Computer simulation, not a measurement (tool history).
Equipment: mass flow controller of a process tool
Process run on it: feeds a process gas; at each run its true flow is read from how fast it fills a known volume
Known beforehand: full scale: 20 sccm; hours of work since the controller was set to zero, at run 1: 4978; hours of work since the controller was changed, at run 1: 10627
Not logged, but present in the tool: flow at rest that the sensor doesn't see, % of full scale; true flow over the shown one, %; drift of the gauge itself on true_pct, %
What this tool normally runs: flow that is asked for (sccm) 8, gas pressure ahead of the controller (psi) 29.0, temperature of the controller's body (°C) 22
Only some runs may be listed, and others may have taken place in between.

run,hour,flow that is asked for (sccm),gas pressure ahead of the controller (psi),temperature of the controller's body (°C),hours of work since the controller was set to zero,hours of work since the controller was changed,true flow (%)
1,0.0,8,29.0,22,4978,10627,98.70
2,246.7,8,29.0,22,5159,10809,98.74
# hour 422.2: controller's zero set anew
3,500.5,8,29.0,22,58,10995,98.55
4,680.9,8,29.0,22,190,11128,98.69
5,1003.5,4,29.0,22,428,11365,98.11
6,1209.8,4,29.0,22,580,11517,98.15
7,1517.5,5,29.0,22,806,11744,98.35
8,1777.9,5,29.0,22,998,11935,98.40
9,1950.6,5,29.0,22,1125,12062,98.30
10,2167.7,7,29.0,22,1284,12222,98.51
11,2395.6,7,29.0,22,1452,12390,98.51
12,2576.9,4,29.0,32,1586,12523,97.53
13,2919.4,19,40.5,22,1838,12775,100.14
14,3201.7,3,29.0,22,2045,12983,97.90

Forecast run 15:
15,3386.4,3,29.0,22,2181,13119,?

true flow (%): 97.98
If the tool had no hidden condition, the same run with the same run-to-run variation would have returned true flow (%) 98.00.
